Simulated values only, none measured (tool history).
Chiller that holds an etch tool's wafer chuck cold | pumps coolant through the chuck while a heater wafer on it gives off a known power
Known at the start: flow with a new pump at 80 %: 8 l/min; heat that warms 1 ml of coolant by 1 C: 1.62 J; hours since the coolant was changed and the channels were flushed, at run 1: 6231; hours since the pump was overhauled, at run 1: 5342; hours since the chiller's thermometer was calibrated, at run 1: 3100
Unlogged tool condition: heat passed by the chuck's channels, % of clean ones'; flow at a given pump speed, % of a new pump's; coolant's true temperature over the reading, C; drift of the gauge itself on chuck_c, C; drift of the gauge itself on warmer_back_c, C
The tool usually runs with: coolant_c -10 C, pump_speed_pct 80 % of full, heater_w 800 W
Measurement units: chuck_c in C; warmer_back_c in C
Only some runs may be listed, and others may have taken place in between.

run    hour  coolant_c  pump_speed_pct  heater_w  hours since the coolant was changed and the channels were flushed  hours since the pump was overhauled  hours since the chiller's thermometer was calibrated  chuck_c  warmer_back_c
  1     0.0        -10              80       800                                                               6231                                 5342                                                  3100    -2.19           3.70
  2   201.8        -10              80       800                                                               6433                                 5544                                                  3302    -2.29           3.69
  3   377.0        -10              80       800                                                               6608                                 5719                                                  3477    -2.15           3.74
  4   467.7        -10              80       800                                                               6699                                 5810                                                  3568    -2.39           3.73
  5   682.3        -10              80       800                                                               6914                                 6025                                                  3783    -2.12           3.66
  6   792.0        -10              80       800                                                               7023                                 6134                                                  3892    -2.02           3.72
  7   892.3        -10              80       800                                                               7124                                 6235                                                  3993    -2.16           3.69
  8  1088.3         -6              80       800                                                               7320                                 6431                                                  4189     1.86           3.65
  9  1247.9         -6              80       800                                                               7479                                 6590                                                  4348     1.82           3.68
 10  1337.7         -6              80       800                                                               7569                                 6680                                                  4438     1.81           3.70
 11  1524.0         -6              80       800                                                               7755                                 6866                                                  4624     1.80           3.71
 12  1683.7        -17              80       806                                                               7915                                 7026                                                  4784    -9.05           3.72
 13  1783.8        -11              62       613                                                               8015                                 7126                                                  4884    -3.26           3.63
 14  1893.8        -11              62       613                                                               8125                                 7236                                                  4994    -3.50           3.59
 15  2086.1        -20              92       730                                                               8317                                 7429                                                  5186   -13.67           2.95
 16  2184.2        -10              80       694                                                               8416                                 7527                                                  5284    -3.20           3.20
     2315.7  -- coolant changed, channels flushed
 17  2327.6         -8              90       769                                                                 12                                 7664                                                  5422    -1.19           3.16
 18  2503.3        -17              64       800                                                                188                                 7840                                                  5598    -7.49           4.55
     2583.2  -- chiller's thermometer calibrated
 19  2711.2        -17              64       623                                                                395                                 8047                                                   128    -9.70           3.55
 20  2924.1        -18              92       714                                                                607                                 8260                                                   341   -11.63           2.91
 21  3025.8        -10              80       562                                                                709                                 8361                                                   443    -4.47           2.55
 22  3225.9        -10              72       495                                                                909                                 8561                                                   643    -4.79           2.53

Alternative continuations, all from the tool just after run 22; predict every row:
  A  3392.5        -16              80       619                                                               1076                                 8728                                                   809        ?              ?
  B  3392.5        -10              75       800                                                               1076                                 8728                                                   809        ?              ?
  C  3392.5        -12              70       745                                                               1076                                 8728                                                   809        ?              ?
  D  3392.5        -10              79       475                                                               1076                                 8728                                                   809        ?              ?

run  chuck_c  warmer_back_c
  A   -10.06           2.88
  B    -1.81           3.95
  C    -3.80           3.89
  D    -5.47           2.18
Stripped of hidden state, with their random variation kept, the same runs would have yielded:
run  chuck_c  warmer_back_c
  A   -10.07           2.88
  B    -1.82           3.95
  C    -3.81           3.89
  D    -5.48           2.18

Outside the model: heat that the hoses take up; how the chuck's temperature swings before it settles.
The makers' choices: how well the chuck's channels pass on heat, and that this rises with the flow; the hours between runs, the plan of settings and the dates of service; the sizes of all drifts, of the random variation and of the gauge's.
